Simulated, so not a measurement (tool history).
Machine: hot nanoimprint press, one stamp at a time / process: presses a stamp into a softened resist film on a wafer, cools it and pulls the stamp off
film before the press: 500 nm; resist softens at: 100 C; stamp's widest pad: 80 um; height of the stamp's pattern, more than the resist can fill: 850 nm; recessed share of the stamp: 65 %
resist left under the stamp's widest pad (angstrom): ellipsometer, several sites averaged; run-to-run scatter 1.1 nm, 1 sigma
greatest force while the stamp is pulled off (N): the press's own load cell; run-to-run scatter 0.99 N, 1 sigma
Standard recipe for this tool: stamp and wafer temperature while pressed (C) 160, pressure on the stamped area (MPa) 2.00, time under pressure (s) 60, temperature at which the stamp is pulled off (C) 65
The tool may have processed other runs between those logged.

run   hour  stamp and wafer temperature while pressed (C)  pressure on the stamped area (MPa)  time under pressure (s)  temperature at which the stamp is pulled off (C)  resist left under the stamp's widest pad (angstrom)  greatest force while the stamp is pulled off (N)
  1    0.0                                            160                                2.00                       60                                                65                                                 2213                                             101.1
  2   29.2                                            160                                2.00                       60                                                65                                                 2228                                             104.0
  3   71.6                                            160                                2.00                       91                                                65                                                 1923                                             108.4
      99.3  -- plate thermocouple calibrated
  4  102.5                                            160                                2.00                       91                                                65                                                 2108                                             113.5
  5  126.7                                            160                                2.00                       60                                                65                                                 2404                                             118.3
     152.5  -- stamp cleaned and given a new release coat
  6  176.8                                            160                                2.00                       60                                                65                                                 2428                                             108.8
     204.9  -- plate thermocouple calibrated, once more
  7  225.1                                            160                                2.00                       60                                                62                                                 1953                                             107.4
  8  246.1                                            160                                2.00                       60                                                62                                                 1945                                             110.4
  9  271.7                                            160                                2.00                       60                                                65                                                 1970                                             106.7
 10  294.6                                            160                                2.00                       60                                                65                                                 1981                                             109.9
     303.7  -- stamp cleaned and given a new release coat
     325.3  -- press's hydraulic seals changed and the load cell set to zero
 11  342.8                                            162                                2.00                       60                                                65                                                 1765                                              99.3
 12  366.8                                            162                                2.00                       60                                                62                                                 1776                                             107.1
 13  404.0                                            160                                2.00                       52                                                65                                                 2096                                             105.8
 14  429.5                                            160                                2.00                       60                                                65                                                 1988                                             107.6
     459.7  -- stamp cleaned and given a new release coat
 15  484.5                                            160                                2.00                       60                                                65                                                 2019                                              99.3
 16  507.6                                            160                                2.24                       60                                                72                                                 1885                                              88.9
 17  544.2                                            160                                1.53                       31                                                72                                                 2816                                              91.0
 18  593.7                                            160                                1.53                       31                                                72                                                 2871                                              97.4
     607.6  -- stamp cleaned and given a new release coat
 19  637.2                                            161                                2.00                       60                                                65                                                 1936                                             100.6
 20  660.7                                            161                                2.00                       60                                                65                                                 1948                                             102.5
 21  694.4                                            161                                2.00                       60                                                65                                                 1945                                             107.9
 22  743.8                                            161                                2.00                       60                                                65                                                 1953                                             112.8

What does the tool deliver on the next run?
     756.4  -- stamp cleaned and given a new release coat
 23  777.0                                            160                                2.25                       41                                                65                                                    ?                                                 ?

resist left under the stamp's widest pad (angstrom): 2204
greatest force while the stamp is pulled off (N): 102.4
If the tool had no hidden condition, the same run with the same run-to-run variation would have returned resist left under the stamp's widest pad (angstrom) 2067, greatest force while the stamp is pulled off (N) 98.0.

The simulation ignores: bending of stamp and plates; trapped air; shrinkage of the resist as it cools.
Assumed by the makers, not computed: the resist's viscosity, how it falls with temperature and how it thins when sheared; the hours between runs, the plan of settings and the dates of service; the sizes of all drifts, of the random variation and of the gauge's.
